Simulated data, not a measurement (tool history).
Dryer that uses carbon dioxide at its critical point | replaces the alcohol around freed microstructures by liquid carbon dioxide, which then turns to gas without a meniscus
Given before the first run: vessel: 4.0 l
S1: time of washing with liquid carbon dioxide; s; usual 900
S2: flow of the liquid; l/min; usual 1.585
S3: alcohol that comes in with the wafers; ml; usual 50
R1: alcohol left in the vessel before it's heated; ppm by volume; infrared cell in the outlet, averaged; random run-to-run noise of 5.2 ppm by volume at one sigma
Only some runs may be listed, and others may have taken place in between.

Run 1, day 0.000: usual settings. Result: R1 113 ppm by volume.
Run 2, day 0.375: usual settings but S3 107 ml. Result: R1 223 ppm by volume.
Run 3, day 0.833: usual settings but S3 23 ml. Result: R1 60 ppm by volume.
Run 4, day 1.042: usual settings but S3 60 ml. Result: R1 140 ppm by volume.
Run 5, day 1.300: usual settings but S2 2.470 l/min, S3 60 ml. Result: R1 24 ppm by volume.
Run 6, day 1.733: usual settings but S2 2.470 l/min, S3 60 ml. Result: R1 29 ppm by volume.
Run 7, day 2.029: usual settings but S2 2.470 l/min, S3 59 ml. Result: R1 40 ppm by volume.
Run 8, day 2.288: usual settings but S2 2.470 l/min, S3 59 ml. Result: R1 31 ppm by volume.
Run 9, day 2.492: usual settings but S2 2.470 l/min, S3 59 ml. Result: R1 35 ppm by volume.
Run 10, day 2.896: usual settings but S2 2.470 l/min, S3 59 ml. Result: R1 41 ppm by volume.
Run 11, day 3.262: usual settings but S1 840 s. Result: R1 166 ppm by volume.
Run 12, day 3.508: usual settings but S1 840 s. Result: R1 165 ppm by volume.
Run 13, day 3.938: usual settings but S1 600 s, S2 1.580 l/min, S3 41 ml. Result: R1 447 ppm by volume.
Run 14, day 4.354: usual settings but S1 600 s, S2 1.580 l/min, S3 41 ml. Result: R1 449 ppm by volume.
Run 15, day 4.562: usual settings but S2 2.260 l/min, S3 52 ml. Result: R1 39 ppm by volume.
Run 16, day 4.858: usual settings but S2 2.260 l/min, S3 55 ml. Result: R1 42 ppm by volume.
Run 17, day 5.179: usual settings but S1 660 s, S2 2.630 l/min, S3 27 ml. Result: R1 44 ppm by volume.
Run 18, day 5.400: usual settings but S1 660 s, S2 2.630 l/min, S3 27 ml. Result: R1 54 ppm by volume.
Run 19, day 5.658: usual settings but S2 2.450 l/min. Result: R1 36 ppm by volume.
Run 20, day 6.108: usual settings but S1 600 s, S2 2.640 l/min, S3 38 ml. Result: R1 79 ppm by volume.
Run 21, day 6.483: usual settings but S1 600 s, S2 2.640 l/min, S3 38 ml. Result: R1 77 ppm by volume.

What if the next run were any one of these 5? Each begins from the tool's condition after run 21:
Run A, day 6.888: usual settings but S2 0.990 l/min, S3 62 ml. Result: R1 ?.
Run B, day 6.888: usual settings but S1 780 s. Result: R1 ?.
Run C, day 6.888: usual settings but S1 1200 s, S3 37 ml. Result: R1 ?.
Run D, day 6.888: usual settings but S1 600 s, S2 2.640 l/min, S3 54 ml. Result: R1 ?.
Run E, day 6.888: usual settings but S1 720 s, S2 2.640 l/min, S3 85 ml. Result: R1 ?.

run   R1
  A  825
  B  244
  C   52
  D   99
  E   64
Had the tool no hidden state, the same runs would have come out as:
run   R1
  A  735
  B  196
  C   24
  D   64
  E   32
